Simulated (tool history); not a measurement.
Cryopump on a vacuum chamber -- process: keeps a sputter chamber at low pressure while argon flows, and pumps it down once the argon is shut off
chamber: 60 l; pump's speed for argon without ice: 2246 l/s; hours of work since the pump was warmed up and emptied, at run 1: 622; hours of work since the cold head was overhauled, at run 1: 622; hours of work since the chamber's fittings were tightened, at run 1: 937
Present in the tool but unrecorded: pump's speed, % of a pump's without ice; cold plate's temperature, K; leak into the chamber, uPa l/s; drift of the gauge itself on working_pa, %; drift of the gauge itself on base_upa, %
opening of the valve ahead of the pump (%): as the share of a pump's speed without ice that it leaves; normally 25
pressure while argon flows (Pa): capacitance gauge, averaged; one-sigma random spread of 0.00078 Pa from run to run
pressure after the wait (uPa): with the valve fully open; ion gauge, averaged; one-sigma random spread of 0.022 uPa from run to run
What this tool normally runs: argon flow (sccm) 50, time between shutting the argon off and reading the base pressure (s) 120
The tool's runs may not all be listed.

run   hour  argon flow (sccm)  time between shutting the argon off and reading the base pressure (s)  opening of the valve ahead of the pump (%)  hours of work since the pump was warmed up and emptied  hours of work since the cold head was overhauled  hours of work since the chamber's fittings were tightened  pressure while argon flows (Pa)  pressure after the wait (uPa)
  1      0                 50                                                                    120                                          25                                                     622                                               622                                                        937                           0.1577                           1.29
  2   29.3                 50                                                                    120                                          25                                                     645                                               645                                                        960                           0.1579                           1.32
  3   43.3                 50                                                                    120                                          25                                                     656                                               656                                                        971                           0.1576                           1.29
  4   57.4                 50                                                                    120                                          25                                                     667                                               667                                                        982                           0.1586                           1.35
  5   71.7                 50                                                                    120                                          25                                                     679                                               679                                                        993                           0.1561                           1.33
  6   96.4                 50                                                                    120                                          25                                                     698                                               698                                                       1012                           0.1574                           1.32
  7  126.6                 50                                                                    120                                          25                                                     722                                               722                                                       1036                           0.1572                           1.38
  8  143.5                 26                                                                    120                                          25                                                     735                                               735                                                       1049                           0.0834                           1.34
  9  164.7                 26                                                                    120                                          25                                                     752                                               752                                                       1066                           0.0818                           1.39
 10  197.1                 50                                                                    120                                          25                                                     777                                               777                                                       1091                            0.161                           1.41
 11  221.2                 50                                                                    120                                          25                                                     796                                               796                                                       1110                           0.1596                           1.45
 12  237.2                 91                                                                     23                                          34                                                     808                                               808                                                       1123                           0.2198                           3.55
 13  254.8                 91                                                                     23                                          34                                                     822                                               822                                                       1137                           0.2198                           3.69
 14  279.3                 29                                                                    178                                          22                                                     841                                               841                                                       1156                           0.1046                            1.3
 15  304.1                 63                                                                     21                                          35                                                     861                                               861                                                       1175                           0.1472                           3.92
 16  334.5                 67                                                                    167                                          26                                                     885                                               885                                                       1199                           0.2085                           1.37
 17  361.5                 67                                                                    167                                          26                                                     906                                               906                                                       1220                            0.208                           1.36
 18  385.2                 38                                                                     39                                          17                                                     925                                               925                                                       1239                           0.1786                           2.63
 19  401.5                 24                                                                     39                                          17                                                     937                                               937                                                       1252                           0.1118                           2.68
 20  434.3                 24                                                                     39                                          17                                                     963                                               963                                                       1277                           0.1124                            2.6

What if the next run were any one of these 4? Each begins from the tool's condition after run 20:
  A  451.5                 50                                                                    129                                          25                                                     977                                               977                                                       1291                                ?                              ?
  B  451.5                 20                                                                    131                                          21                                                     977                                               977                                                       1291                                ?                              ?
  C  451.5                 21                                                                     92                                          47                                                     977                                               977                                                       1291                                ?                              ?
  D  451.5                 50                                                                     54                                          32                                                     977                                               977                                                       1291                                ?                              ?

run  pressure while argon flows (Pa)  pressure after the wait (uPa)
  A                           0.1623                           1.57
  B                           0.0764                           1.58
  C                           0.0387                           1.73
  D                           0.1297                           2.28
Take away the tool's hidden state, keep each run's random variation, and the runs would have read:
run  pressure while argon flows (Pa)  pressure after the wait (uPa)
  A                           0.1504                           0.59
  B                           0.0716                            0.6
  C                           0.0337                           0.76
  D                           0.1176                            1.3
